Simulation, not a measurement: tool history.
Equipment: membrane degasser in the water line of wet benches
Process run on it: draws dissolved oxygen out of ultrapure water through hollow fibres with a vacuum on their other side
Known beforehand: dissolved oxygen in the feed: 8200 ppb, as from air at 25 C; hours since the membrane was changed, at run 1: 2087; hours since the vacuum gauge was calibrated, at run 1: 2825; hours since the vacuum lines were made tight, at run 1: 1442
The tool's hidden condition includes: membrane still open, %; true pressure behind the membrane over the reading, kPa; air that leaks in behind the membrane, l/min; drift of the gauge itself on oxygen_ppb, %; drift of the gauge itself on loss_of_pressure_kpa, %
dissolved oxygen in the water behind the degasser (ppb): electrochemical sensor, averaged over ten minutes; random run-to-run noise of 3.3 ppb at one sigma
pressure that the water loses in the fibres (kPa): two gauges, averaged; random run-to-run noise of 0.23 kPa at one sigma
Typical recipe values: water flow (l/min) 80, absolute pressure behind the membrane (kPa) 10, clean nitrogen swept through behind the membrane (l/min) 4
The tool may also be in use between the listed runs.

run	hour	water flow (l/min)	absolute pressure behind the membrane (kPa)	clean nitrogen swept through behind the membrane (l/min)	hours since the membrane was changed	hours since the vacuum gauge was calibrated	hours since the vacuum lines were made tight	dissolved oxygen in the water behind the degasser (ppb)	pressure that the water loses in the fibres (kPa)
1	0	80	10	4	2087	2825	1442	339.7	60.59
2	78.3	80	10	4	2166	2904	1520	337.3	61.12
3	151.3	80	10	4	2239	2977	1593	335.8	60.57
4	232.7	80	10	4	2320	3058	1675	336.2	60.96
5	313.2	80	10	4	2401	3139	1755	338.5	61.01
6	359.4	80	10	4	2447	3185	1801	335.5	60.9
7	415.9	109	10	4	2503	3241	1858	483.3	82.99
8	468	59	10	4	2555	3293	1910	241	45.02
9	543.4	59	10	4	2631	3369	1985	245.1	45.01
10	586.7	59	10	4	2674	3412	2029	244.5	44.53
# hour 593.8: vacuum gauge calibrated
11	664.5	80	10	4	2751	71	2106	339	60.99
12	705.9	80	19.6	4	2793	112	2147	729.2	60.88
# hour 714.9: vacuum gauge calibrated, once more
13	753.1	80	16.4	4	2840	38	2194	580.8	61.37
14	813.3	51	10	4	2900	98	2254	206.4	39.08
15	860.7	51	10	4	2947	146	2302	203.7	38.88
16	912.5	80	10	4	2999	198	2353	335.6	60.7
17	947.6	86	16.6	8.51	3034	233	2388	355.1	65.52
18	1002.7	58	6.3	4.41	3089	288	2444	106.8	44.38
19	1065.7	58	6.3	4.41	3152	351	2507	104.9	44.32
20	1113.9	80	18	8.7	3200	399	2555	349.5	61.09
21	1154.2	80	12.1	1.64	3241	439	2595	814.5	61.08
22	1209.5	63	9.9	2.38	3296	495	2650	380.7	48.32
23	1290	80	8.7	1.79	3376	575	2731	490.4	61.19
24	1355.1	58	13.9	4	3442	640	2796	353.3	44.63
25	1410.7	58	13.9	4	3497	696	2852	359.3	44.51
26	1462.6	58	13.9	4	3549	748	2904	357.8	44.87
27	1544.6	103	20.3	1.85	3631	830	2986	1575.6	78.52
28	1593.9	56	16.1	4	3680	879	3035	413.8	43.25
29	1627.1	56	16.1	4	3714	912	3068	412.3	42.95
30	1683.6	96	10	11.62	3770	969	3125	205.2	73.69
31	1758.1	96	10	11.62	3845	1043	3199	204	73.78
32	1840.4	88	9	10.07	3927	1125	3281	175.3	67.93

Each row is a separate what-if for the run after 32, all from the same tool condition, not one after another. Results?
A	1906.6	108	9	11.37	3993	1192	3347	?	?
B	1906.6	51	10	5.1	3993	1192	3347	?	?
C	1906.6	106	8.2	4	3993	1192	3347	?	?
D	1906.6	80	8.7	9.09	3993	1192	3347	?	?

run	dissolved oxygen in the water behind the degasser (ppb)	pressure that the water loses in the fibres (kPa)
A	234.6	83.07
B	168.2	39.23
C	370.8	81.51
D	155.5	61.34
Without the tool's unlogged condition, the same runs would have read:
run	dissolved oxygen in the water behind the degasser (ppb)	pressure that the water loses in the fibres (kPa)
A	223.1	81.05
B	165.9	38.28
C	359	79.52
D	149.5	59.84
